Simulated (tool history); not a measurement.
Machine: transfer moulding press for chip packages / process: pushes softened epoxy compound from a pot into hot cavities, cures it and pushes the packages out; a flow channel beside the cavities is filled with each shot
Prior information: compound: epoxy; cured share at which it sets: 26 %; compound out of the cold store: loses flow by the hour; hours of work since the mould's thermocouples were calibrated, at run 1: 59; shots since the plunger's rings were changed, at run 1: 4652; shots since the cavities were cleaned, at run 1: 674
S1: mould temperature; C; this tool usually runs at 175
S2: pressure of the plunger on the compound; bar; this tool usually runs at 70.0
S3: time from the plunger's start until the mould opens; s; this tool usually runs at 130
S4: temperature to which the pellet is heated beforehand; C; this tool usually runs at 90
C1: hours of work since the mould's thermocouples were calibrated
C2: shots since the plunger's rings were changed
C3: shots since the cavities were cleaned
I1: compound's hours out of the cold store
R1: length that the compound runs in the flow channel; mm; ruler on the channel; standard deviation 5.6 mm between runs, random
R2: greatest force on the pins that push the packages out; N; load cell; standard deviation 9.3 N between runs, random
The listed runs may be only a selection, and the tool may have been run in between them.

{"run": 1, "hour": 0.0, "S1": 175, "S2": 70.0, "S3": 130, "S4": 90, "C1": 59, "C2": 4652, "C3": 674, "I1": 35.6, "R1": 624, "R2": 442}
{"run": 2, "hour": 18.2, "S1": 175, "S2": 83.8, "S3": 130, "S4": 90, "C1": 72, "C2": 4865, "C3": 887, "I1": 36.8, "R1": 686, "R2": 415}
{"run": 3, "hour": 32.5, "S1": 175, "S2": 83.8, "S3": 130, "S4": 90, "C1": 83, "C2": 5032, "C3": 1054, "I1": 46.5, "R1": 672, "R2": 425}
{"hour": 40.3, "done": "cavities cleaned with cleaning compound and waxed"}
{"run": 4, "hour": 44.2, "S1": 175, "S2": 83.8, "S3": 130, "S4": 90, "C1": 91, "C2": 5153, "C3": 46, "I1": 47.1, "R1": 670, "R2": 417}
{"run": 5, "hour": 57.2, "S1": 175, "S2": 83.8, "S3": 130, "S4": 90, "C1": 101, "C2": 5305, "C3": 198, "I1": 19.1, "R1": 722, "R2": 424}
{"run": 6, "hour": 65.0, "S1": 175, "S2": 83.8, "S3": 130, "S4": 90, "C1": 106, "C2": 5397, "C3": 290, "I1": 31.7, "R1": 688, "R2": 438}
{"run": 7, "hour": 73.0, "S1": 175, "S2": 57.1, "S3": 130, "S4": 90, "C1": 112, "C2": 5491, "C3": 384, "I1": 14.2, "R1": 603, "R2": 429}
{"run": 8, "hour": 89.1, "S1": 175, "S2": 57.1, "S3": 130, "S4": 90, "C1": 125, "C2": 5679, "C3": 572, "I1": 9.1, "R1": 609, "R2": 454}
{"run": 9, "hour": 101.2, "S1": 175, "S2": 57.1, "S3": 130, "S4": 90, "C1": 134, "C2": 5822, "C3": 715, "I1": 47.3, "R1": 558, "R2": 419}
{"run": 10, "hour": 109.3, "S1": 175, "S2": 57.1, "S3": 130, "S4": 90, "C1": 140, "C2": 5917, "C3": 810, "I1": 15.5, "R1": 598, "R2": 432}
{"run": 11, "hour": 126.3, "S1": 175, "S2": 57.1, "S3": 130, "S4": 90, "C1": 152, "C2": 6116, "C3": 1009, "I1": 8.3, "R1": 615, "R2": 439}
{"run": 12, "hour": 134.9, "S1": 175, "S2": 70.0, "S3": 126, "S4": 90, "C1": 159, "C2": 6217, "C3": 1110, "I1": 21.8, "R1": 661, "R2": 446}
{"hour": 137.9, "done": "cavities cleaned with cleaning compound and waxed"}
{"run": 13, "hour": 147.5, "S1": 175, "S2": 70.0, "S3": 126, "S4": 90, "C1": 167, "C2": 6348, "C3": 113, "I1": 29.6, "R1": 636, "R2": 422}
{"run": 14, "hour": 162.3, "S1": 175, "S2": 70.0, "S3": 126, "S4": 90, "C1": 178, "C2": 6521, "C3": 286, "I1": 26.9, "R1": 645, "R2": 429}
{"run": 15, "hour": 176.1, "S1": 170, "S2": 70.0, "S3": 130, "S4": 89, "C1": 189, "C2": 6683, "C3": 448, "I1": 20.8, "R1": 680, "R2": 531}
{"run": 16, "hour": 188.7, "S1": 175, "S2": 68.2, "S3": 140, "S4": 93, "C1": 198, "C2": 6831, "C3": 596, "I1": 19.5, "R1": 638, "R2": 418}
{"hour": 193.7, "done": "plunger's sealing rings changed"}
{"run": 17, "hour": 207.9, "S1": 175, "S2": 69.9, "S3": 127, "S4": 94, "C1": 211, "C2": 167, "C3": 793, "I1": 10.8, "R1": 671, "R2": 440}
{"run": 18, "hour": 223.5, "S1": 168, "S2": 70.0, "S3": 127, "S4": 90, "C1": 222, "C2": 349, "C3": 975, "I1": 47.1, "R1": 646, "R2": 617}
{"run": 19, "hour": 231.5, "S1": 168, "S2": 70.0, "S3": 127, "S4": 90, "C1": 229, "C2": 443, "C3": 1069, "I1": 10.3, "R1": 716, "R2": 704}
{"hour": 239.1, "done": "cavities cleaned with cleaning compound and waxed"}
{"run": 20, "hour": 241.4, "S1": 168, "S2": 70.0, "S3": 127, "S4": 90, "C1": 235, "C2": 542, "C3": 27, "I1": 39.1, "R1": 655, "R2": 623}
{"run": 21, "hour": 253.6, "S1": 175, "S2": 70.0, "S3": 165, "S4": 92, "C1": 244, "C2": 685, "C3": 170, "I1": 19.6, "R1": 657, "R2": 395}
{"run": 22, "hour": 271.5, "S1": 175, "S2": 70.0, "S3": 165, "S4": 92, "C1": 257, "C2": 895, "C3": 380, "I1": 22.9, "R1": 654, "R2": 400}
{"run": 23, "hour": 282.1, "S1": 175, "S2": 70.0, "S3": 165, "S4": 100, "C1": 265, "C2": 1020, "C3": 505, "I1": 24.3, "R1": 638, "R2": 398}
{"run": 24, "hour": 291.5, "S1": 175, "S2": 86.1, "S3": 130, "S4": 90, "C1": 272, "C2": 1129, "C3": 614, "I1": 44.1, "R1": 673, "R2": 422}
{"run": 25, "hour": 299.3, "S1": 168, "S2": 86.1, "S3": 133, "S4": 89, "C1": 278, "C2": 1222, "C3": 707, "I1": 21.2, "R1": 749, "R2": 614}
{"run": 26, "hour": 313.6, "S1": 168, "S2": 86.1, "S3": 133, "S4": 89, "C1": 289, "C2": 1389, "C3": 874, "I1": 16.9, "R1": 766, "R2": 623}
{"run": 27, "hour": 326.7, "S1": 168, "S2": 86.1, "S3": 133, "S4": 89, "C1": 299, "C2": 1543, "C3": 1028, "I1": 8.2, "R1": 795, "R2": 621}
{"hour": 337.0, "done": "cavities cleaned with cleaning compound and waxed"}
{"run": 28, "hour": 339.5, "S1": 168, "S2": 86.1, "S3": 133, "S4": 89, "C1": 307, "C2": 1675, "C3": 29, "I1": 38.5, "R1": 716, "R2": 590}

3 ways to go on from here, each from the tool as it stands after run 28. What would each give?
{"run": "A", "hour": 355.6, "S1": 181, "S2": 70.0, "S3": 160, "S4": 92, "C1": 319, "C2": 1865, "C3": 219, "I1": 9.6, "R1": "?", "R2": "?"}
{"run": "B", "hour": 355.6, "S1": 168, "S2": 62.0, "S3": 110, "S4": 95, "C1": 319, "C2": 1865, "C3": 219, "I1": 14.0, "R1": "?", "R2": "?"}
{"run": "C", "hour": 355.6, "S1": 175, "S2": 67.2, "S3": 118, "S4": 89, "C1": 319, "C2": 1865, "C3": 219, "I1": 17.8, "R1": "?", "R2": "?"}

run=A R1=645 R2=391
run=B R1=662 R2=891
run=C R1=654 R2=468
Had the tool no hidden state, the same runs would have come out as:
run=A R1=645 R2=388
run=B R1=662 R2=884
run=C R1=654 R2=464
